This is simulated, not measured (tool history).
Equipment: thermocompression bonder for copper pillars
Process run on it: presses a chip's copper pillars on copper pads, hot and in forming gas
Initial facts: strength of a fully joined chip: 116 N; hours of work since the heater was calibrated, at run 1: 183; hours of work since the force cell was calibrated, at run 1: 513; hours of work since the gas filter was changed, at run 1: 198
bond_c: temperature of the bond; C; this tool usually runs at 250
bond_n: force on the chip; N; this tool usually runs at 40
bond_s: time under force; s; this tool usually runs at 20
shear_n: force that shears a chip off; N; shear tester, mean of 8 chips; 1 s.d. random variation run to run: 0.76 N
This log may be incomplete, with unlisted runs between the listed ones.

run	hour	bond_c	bond_n	bond_s	hours of work since the heater was calibrated	hours of work since the force cell was calibrated	hours of work since the gas filter was changed	shear_n
1	0.0	250	40	20	183	513	198	48.8
2	20.4	250	40	20	193	523	208	48.2
3	39.5	250	40	20	203	533	218	48.4
4	62.6	250	40	20	215	545	230	47.1
5	82.1	250	40	20	225	555	240	47.7
6	93.5	250	40	21	231	561	246	48.7
# hour 103.6: forming gas filter changed
7	118.1	250	40	21	243	573	7	53.3
8	137.5	250	40	21	253	583	17	52.6
# hour 140.8: force cell calibrated
9	154.7	250	40	21	261	7	26	51.9
10	168.3	250	40	21	268	14	32	50.4
11	193.6	250	40	21	281	27	45	50.7
12	218.6	250	40	21	294	40	58	50.9
# hour 226.9: force cell calibrated, once more
13	233.0	250	40	21	301	3	65	54.2
14	254.6	221	28	21	312	14	76	27.8
15	272.5	233	58	40	321	23	85	62.4
16	292.8	233	58	40	331	34	96	61.8
17	311.5	268	58	20	341	43	105	74.3
18	331.8	221	28	20	351	54	116	26.2
19	347.2	269	47	50	359	62	124	84.3
20	366.4	269	47	50	369	72	133	81.8
21	382.9	250	40	19	378	80	142	48.3
22	405.4	248	49	19	389	92	153	52.7
23	428.1	220	27	20	401	103	165	24.5
24	445.4	250	37	20	410	112	174	47.0
25	461.5	250	40	31	418	120	182	56.3

Alternative continuations, all from the tool just after run 25; predict every row:
A	485.9	262	45	20	430	133	195	?
B	485.9	259	48	17	430	133	195	?
C	485.9	231	26	48	430	133	195	?
D	485.9	246	37	17	430	133	195	?
E	485.9	263	30	30	430	133	195	?

run	shear_n
A	57.9
B	54.1
C	40.8
D	40.7
E	55.4
With the hidden condition removed and each run's random variation left untouched, the same runs would have given:
run	shear_n
A	68.0
B	63.8
C	49.1
D	48.6
E	65.0
